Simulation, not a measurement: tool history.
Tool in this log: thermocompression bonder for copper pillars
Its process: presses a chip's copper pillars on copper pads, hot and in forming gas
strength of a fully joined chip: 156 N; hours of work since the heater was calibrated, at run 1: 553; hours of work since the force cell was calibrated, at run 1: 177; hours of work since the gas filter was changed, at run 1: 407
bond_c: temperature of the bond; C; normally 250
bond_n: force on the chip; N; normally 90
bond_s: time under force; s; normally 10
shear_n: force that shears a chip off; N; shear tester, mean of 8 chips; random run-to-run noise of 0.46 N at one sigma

| run | day | bond_c | bond_n | bond_s | hours of work since the heater was calibrated | hours of work since the force cell was calibrated | hours of work since the gas filter was changed | shear_n |
|---|---|---|---|---|---|---|---|---|
| 1 | 0.000 | 250 | 90 | 10 | 553 | 177 | 407 | 77.1 |
| 2 | 0.283 | 275 | 90 | 10 | 556 | 181 | 410 | 98.3 |
| 3 | 0.783 | 251 | 90 | 10 | 562 | 186 | 416 | 78.2 |
| 4 | 1.250 | 251 | 90 | 10 | 567 | 192 | 421 | 78.8 |
| 5 | 1.546 | 250 | 90 | 16 | 571 | 195 | 424 | 90.9 |
| 6 | 2.083 | 250 | 82 | 10 | 577 | 201 | 430 | 73.6 |
| 7 | 2.696 | 250 | 90 | 10 | 583 | 208 | 437 | 79.1 |
| 8 | 3.133 | 250 | 90 | 10 | 588 | 213 | 442 | 78.2 |
|  | 3.283 | forming gas filter changed |
| 9 | 3.667 | 250 | 90 | 10 | 594 | 219 | 4 | 79.7 |
| 10 | 4.354 | 250 | 90 | 10 | 602 | 226 | 12 | 79.5 |
| 11 | 4.688 | 274 | 95 | 10 | 606 | 230 | 16 | 103.3 |
| 12 | 5.112 | 275 | 76 | 25 | 610 | 235 | 21 | 118.8 |
| 13 | 5.612 | 275 | 76 | 25 | 616 | 240 | 26 | 119.7 |
|  | 5.650 | gauge calibrated |
| 14 | 6.125 | 275 | 76 | 25 | 622 | 246 | 32 | 115.8 |
| 15 | 6.575 | 238 | 129 | 13 | 627 | 251 | 37 | 93.2 |
| 16 | 7.154 | 250 | 95 | 10 | 633 | 258 | 44 | 81.1 |
| 17 | 7.700 | 250 | 124 | 10 | 640 | 264 | 50 | 94.7 |
| 18 | 8.142 | 250 | 90 | 13 | 645 | 269 | 55 | 85.4 |
| 19 | 8.567 | 250 | 64 | 19 | 649 | 274 | 59 | 79.7 |
| 20 | 8.975 | 250 | 92 | 10 | 654 | 278 | 64 | 78.9 |

Predict each of these 5 candidate next runs independently; none follows another, all start after run 20:
| A | 9.638 | 259 | 74 | 16 | 661 | 286 | 72 | ? |
| B | 9.638 | 239 | 74 | 10 | 661 | 286 | 72 | ? |
| C | 9.638 | 250 | 74 | 10 | 661 | 286 | 72 | ? |
| D | 9.638 | 250 | 92 | 9 | 661 | 286 | 72 | ? |
| E | 9.638 | 243 | 83 | 7 | 661 | 286 | 72 | ? |

| run | shear_n |
|---|---|
| A | 90.4 |
| B | 60.3 |
| C | 69.9 |
| D | 77.3 |
| E | 60.7 |
Take away the tool's hidden state, keep each run's random variation, and the runs would have read:
| run | shear_n |
|---|---|
| A | 88.3 |
| B | 58.8 |
| C | 68.3 |
| D | 75.5 |
| E | 59.2 |

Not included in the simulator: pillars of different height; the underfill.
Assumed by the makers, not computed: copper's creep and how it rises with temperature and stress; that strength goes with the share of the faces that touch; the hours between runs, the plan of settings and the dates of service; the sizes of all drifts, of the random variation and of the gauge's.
